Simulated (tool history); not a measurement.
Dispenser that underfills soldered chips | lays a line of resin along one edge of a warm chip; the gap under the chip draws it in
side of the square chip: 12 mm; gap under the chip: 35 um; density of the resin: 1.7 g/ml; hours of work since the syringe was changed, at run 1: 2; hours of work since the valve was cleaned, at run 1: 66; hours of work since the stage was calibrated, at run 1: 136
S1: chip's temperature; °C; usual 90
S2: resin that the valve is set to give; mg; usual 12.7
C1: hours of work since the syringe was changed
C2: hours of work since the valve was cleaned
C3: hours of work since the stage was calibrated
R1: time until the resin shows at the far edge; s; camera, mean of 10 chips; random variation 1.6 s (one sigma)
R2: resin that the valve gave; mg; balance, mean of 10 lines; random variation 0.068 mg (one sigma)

run,hour,S1,S2,C1,C2,C3,R1,R2
1,0,90,12.7,2,66,136,163.1,12.23
# hour 7.6: new syringe of resin
2,10.3,90,12.7,2,73,143,160,12.24
# hour 18.6: new syringe of resin
3,21,90,12.7,2,81,150,161.5,12.29
# hour 25.4: dispensing valve cleaned and set on the balance
# hour 30.4: new syringe of resin
4,33.6,94,12.7,2,6,158,138.8,12.64
# hour 41.3: new syringe of resin
5,42.6,94,12.7,1,12,164,130.7,12.62
6,51.1,94,12.7,7,18,170,166.1,12.65
# hour 52: new syringe of resin
7,60.6,94,12.7,6,24,176,157.1,12.61
# hour 62.5: new syringe of resin
# hour 73.7: new syringe of resin
8,73.7,90,12.7,0,33,185,147.2,12.57
9,81.4,90,12.7,5,38,190,185.5,12.59
# hour 84.9: new syringe of resin
10,89.1,90,11.6,3,43,195,173.5,11.41
# hour 95.9: new syringe of resin
11,101,90,12.7,4,51,203,164.7,12.53
# hour 106.4: new syringe of resin
12,109,90,11.5,2,57,209,163.7,11.34
# hour 117.4: new syringe of resin
13,121.4,90,10.9,3,65,217,170.2,10.71
# hour 128.1: new syringe of resin
14,132.3,90,12.7,3,72,225,163,12.44
# hour 139: new syringe of resin
15,144.9,90,12.7,4,81,233,174.5,12.33
# hour 148.7: dispensing valve cleaned and set on the balance
# hour 151: new syringe of resin
16,152.5,90,12.7,1,2,238,148.8,12.66
17,158.7,90,12.7,5,7,242,179.6,12.71
# hour 161.8: new syringe of resin
18,165.5,90,12.7,3,11,246,159.4,12.67
# hour 172.5: new syringe of resin
19,178.5,90,12.7,4,20,255,170.8,12.72
# hour 183.4: new syringe of resin
20,188.5,90,12.7,4,27,262,169.4,12.61
# hour 194.5: new syringe of resin
21,201,77,14.1,4,35,271,298.6,13.96
# hour 205.4: new syringe of resin
22,209.5,103,13.9,3,41,276,94.3,13.79
# hour 216.2: new syringe of resin
23,218.2,90,12.2,1,47,282,152.2,11.93
24,226.4,90,15.2,7,53,288,184.3,14.81
# hour 227.8: new syringe of resin
25,237.3,90,15.2,7,60,295,181.5,14.87
# hour 238.7: new syringe of resin
26,244.6,86,13.3,4,65,300,192.9,12.88
# hour 249.9: new syringe of resin
27,251.8,90,12.7,1,70,305,147.2,12.3
28,260,80,14.8,7,76,311,284.1,14.32
# hour 261.2: new syringe of resin
29,268.4,87,11.9,5,81,316,202.3,11.37
# hour 271.8: new syringe of resin
# hour 272.8: dispensing valve cleaned and set on the balance
30,278.9,80,13,4,4,323,256.2,12.98
# hour 284.2: new syringe of resin
31,285.4,80,13,1,9,327,219.4,12.94
# hour 295: new syringe of resin
32,297.9,100,11.3,2,17,336,104.8,11.24
# hour 306.4: new syringe of resin
33,308.3,101,16.1,1,24,343,93.5,16.05
# hour 314.1: stage's temperature calibrated
34,315.6,94,16,6,29,1,162.7,15.75
# hour 318.2: new syringe of resin
# hour 328.8: new syringe of resin
35,328.8,97,14.2,0,37,10,113,13.96

Some steps in R1 between neighbouring runs. How much of each would the tool show without its hidden state too (settings, what came in, random variation), and how much is left for the hidden state, with any gauge scatter that isn't in both results?
The hidden state here: resin's viscosity, % of fresh resin's; dose that the valve gives, % of what is set; true chip temperature over the reading, C; drift of the gauge itself on fill_s, %; drift of the gauge itself on given_mg, %.
Run 20 -> 21: S1 90 -> 77, S2 12.7 -> 14.1, new syringe of resin. R1 +129.2 s: hidden state +16.8, all else +112.4.
Run 21 -> 22: S1 77 -> 103, S2 14.1 -> 13.9, new syringe of resin. R1 -204.3 s: hidden state -26.9, all else -177.4.
Run 23 -> 24: S2 12.2 -> 15.2. R1 +32.1 s: hidden state +38.7, all else -6.6.
Run 27 -> 28: S1 90 -> 80, S2 12.7 -> 14.8. R1 +136.9 s: hidden state +57.3, all else +79.6.
Run 33 -> 34: S1 101 -> 94, S2 16.1 -> 16, stage's temperature calibrated. R1 +69.2 s: hidden state +38.1, all else +31.1.
